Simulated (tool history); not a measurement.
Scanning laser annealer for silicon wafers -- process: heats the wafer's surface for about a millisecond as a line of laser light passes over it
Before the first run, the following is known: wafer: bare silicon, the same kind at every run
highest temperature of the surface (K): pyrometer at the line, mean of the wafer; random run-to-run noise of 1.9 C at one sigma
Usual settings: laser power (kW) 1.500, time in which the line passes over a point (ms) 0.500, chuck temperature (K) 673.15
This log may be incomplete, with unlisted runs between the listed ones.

run	hour	laser power (kW)	time in which the line passes over a point (ms)	chuck temperature (K)	highest temperature of the surface (K)
1	0.0	1.500	0.500	673.15	1466.15
2	36.0	1.500	0.500	673.15	1463.15
3	81.5	1.500	0.500	673.15	1468.15
4	118.5	1.500	0.500	673.15	1463.15
5	168.5	1.529	0.500	673.15	1484.15
6	208.0	1.529	0.500	673.15	1484.15
7	260.5	1.529	0.500	673.15	1481.15
8	316.9	1.529	0.500	673.15	1485.15
9	360.8	1.529	0.500	673.15	1482.15
10	386.0	1.529	0.500	673.15	1482.15
11	417.9	1.280	0.439	705.15	1323.15
12	447.8	1.280	0.511	666.15	1328.15
13	483.2	1.507	0.535	675.15	1494.15
# hour 499.2: window over the wafer cleaned
14	524.1	1.538	0.535	692.15	1539.15
15	548.7	1.504	0.464	672.15	1442.15
16	572.0	1.441	0.372	703.15	1367.15

Each row is a separate what-if for the run after 16, all from the same tool condition, not one after another. Results?
A	616.3	1.541	0.553	641.15	?
B	616.3	1.410	0.374	713.15	?
C	616.3	1.500	0.500	643.15	?

run	highest temperature of the surface (K)
A	1496.15
B	1361.15
C	1437.15
Take away the tool's hidden state, keep each run's random variation, and the runs would have read:
run	highest temperature of the surface (K)
A	1497.15
B	1361.15
C	1437.15
